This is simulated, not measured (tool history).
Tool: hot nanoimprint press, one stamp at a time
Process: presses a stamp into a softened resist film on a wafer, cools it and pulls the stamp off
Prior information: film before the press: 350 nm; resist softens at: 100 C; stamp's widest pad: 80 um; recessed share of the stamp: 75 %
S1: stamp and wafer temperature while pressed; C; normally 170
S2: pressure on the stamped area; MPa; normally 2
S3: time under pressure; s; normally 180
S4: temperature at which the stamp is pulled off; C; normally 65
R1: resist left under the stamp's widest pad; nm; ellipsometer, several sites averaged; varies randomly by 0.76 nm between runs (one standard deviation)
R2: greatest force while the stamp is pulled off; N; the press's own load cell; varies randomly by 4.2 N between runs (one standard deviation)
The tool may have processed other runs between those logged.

{"run": 1, "hour": 0.0, "S1": 170, "S2": 2, "S3": 180, "S4": 65, "R1": 162.6, "R2": 231}
{"run": 2, "hour": 77.4, "S1": 170, "S2": 2, "S3": 180, "S4": 65, "R1": 161.3, "R2": 237}
{"run": 3, "hour": 114.3, "S1": 170, "S2": 2, "S3": 180, "S4": 65, "R1": 158.6, "R2": 238}
{"run": 4, "hour": 151.8, "S1": 170, "S2": 2, "S3": 180, "S4": 61, "R1": 160.1, "R2": 252}
{"run": 5, "hour": 201.5, "S1": 170, "S2": 2, "S3": 323, "S4": 65, "R1": 125.1, "R2": 255}
{"run": 6, "hour": 256.2, "S1": 170, "S2": 2, "S3": 323, "S4": 65, "R1": 125.7, "R2": 272}
{"run": 7, "hour": 319.9, "S1": 170, "S2": 2, "S3": 323, "S4": 65, "R1": 126.2, "R2": 284}
{"run": 8, "hour": 378.3, "S1": 170, "S2": 2, "S3": 323, "S4": 65, "R1": 125.1, "R2": 281}
{"hour": 399.8, "done": "stamp cleaned and given a new release coat"}
{"run": 9, "hour": 423.0, "S1": 170, "S2": 2, "S3": 323, "S4": 65, "R1": 124.9, "R2": 205}
{"run": 10, "hour": 464.1, "S1": 170, "S2": 2, "S3": 323, "S4": 65, "R1": 124.3, "R2": 208}
{"run": 11, "hour": 531.3, "S1": 170, "S2": 2, "S3": 323, "S4": 65, "R1": 123.3, "R2": 230}
{"run": 12, "hour": 588.3, "S1": 170, "S2": 2, "S3": 323, "S4": 65, "R1": 122.5, "R2": 235}
{"run": 13, "hour": 655.1, "S1": 170, "S2": 1.8, "S3": 180, "S4": 65, "R1": 160.8, "R2": 247}
{"run": 14, "hour": 720.9, "S1": 170, "S2": 1.8, "S3": 180, "S4": 65, "R1": 162.1, "R2": 260}
{"run": 15, "hour": 784.8, "S1": 170, "S2": 1.8, "S3": 107, "S4": 65, "R1": 194.3, "R2": 262}
{"run": 16, "hour": 853.2, "S1": 170, "S2": 1.98, "S3": 261, "S4": 65, "R1": 132.8, "R2": 277}
{"run": 17, "hour": 917.4, "S1": 170, "S2": 1.98, "S3": 261, "S4": 65, "R1": 132.6, "R2": 291}
{"hour": 933.7, "done": "stamp cleaned and given a new release coat"}
{"hour": 940.2, "done": "plate thermocouple calibrated"}
{"run": 18, "hour": 981.4, "S1": 170, "S2": 1.82, "S3": 118, "S4": 65, "R1": 200.5, "R2": 208}
{"run": 19, "hour": 1044.9, "S1": 170, "S2": 1.82, "S3": 164, "S4": 53, "R1": 177.4, "R2": 234}
{"hour": 1101.8, "done": "press's hydraulic seals changed and the load cell set to zero"}
{"run": 20, "hour": 1129.9, "S1": 170, "S2": 1.82, "S3": 164, "S4": 53, "R1": 173.3, "R2": 253}
{"run": 21, "hour": 1182.2, "S1": 163, "S2": 2, "S3": 180, "S4": 65, "R1": 216.6, "R2": 241}
{"run": 22, "hour": 1220.5, "S1": 174, "S2": 2.3, "S3": 180, "S4": 65, "R1": 125.4, "R2": 244}
{"run": 23, "hour": 1264.1, "S1": 163, "S2": 1.58, "S3": 180, "S4": 65, "R1": 229.5, "R2": 252}
{"run": 24, "hour": 1343.6, "S1": 163, "S2": 1.58, "S3": 180, "S4": 65, "R1": 232.2, "R2": 266}
{"run": 25, "hour": 1391.9, "S1": 182, "S2": 2, "S3": 159, "S4": 68, "R1": 95.9, "R2": 267}
{"run": 26, "hour": 1444.2, "S1": 160, "S2": 2, "S3": 252, "S4": 65, "R1": 215.6, "R2": 286}
{"hour": 1477.3, "done": "stamp cleaned and given a new release coat"}
{"run": 27, "hour": 1498.2, "S1": 160, "S2": 2, "S3": 252, "S4": 65, "R1": 215.2, "R2": 209}
{"run": 28, "hour": 1535.3, "S1": 173, "S2": 2, "S3": 180, "S4": 65, "R1": 136.1, "R2": 213}
{"run": 29, "hour": 1578.7, "S1": 175, "S2": 2, "S3": 192, "S4": 55, "R1": 120.7, "R2": 232}

Predict each of these 4 candidate next runs independently; none follows another, all start after run 29:
{"run": "A", "hour": 1642.9, "S1": 170, "S2": 1.62, "S3": 180, "S4": 65, "R1": "?", "R2": "?"}
{"run": "B", "hour": 1642.9, "S1": 170, "S2": 2, "S3": 180, "S4": 58, "R1": "?", "R2": "?"}
{"run": "C", "hour": 1642.9, "S1": 166, "S2": 2, "S3": 180, "S4": 65, "R1": "?", "R2": "?"}
{"run": "D", "hour": 1642.9, "S1": 161, "S2": 1.81, "S3": 192, "S4": 55, "R1": "?", "R2": "?"}

run=A R1=168.3 R2=229
run=B R1=156.6 R2=235
run=C R1=184.7 R2=230
run=D R1=229.6 R2=235
Stripped of hidden state, with their random variation kept, the same runs would have yielded:
run=A R1=176.4 R2=205
run=B R1=164.1 R2=210
run=C R1=193.3 R2=205
run=D R1=238.8 R2=211

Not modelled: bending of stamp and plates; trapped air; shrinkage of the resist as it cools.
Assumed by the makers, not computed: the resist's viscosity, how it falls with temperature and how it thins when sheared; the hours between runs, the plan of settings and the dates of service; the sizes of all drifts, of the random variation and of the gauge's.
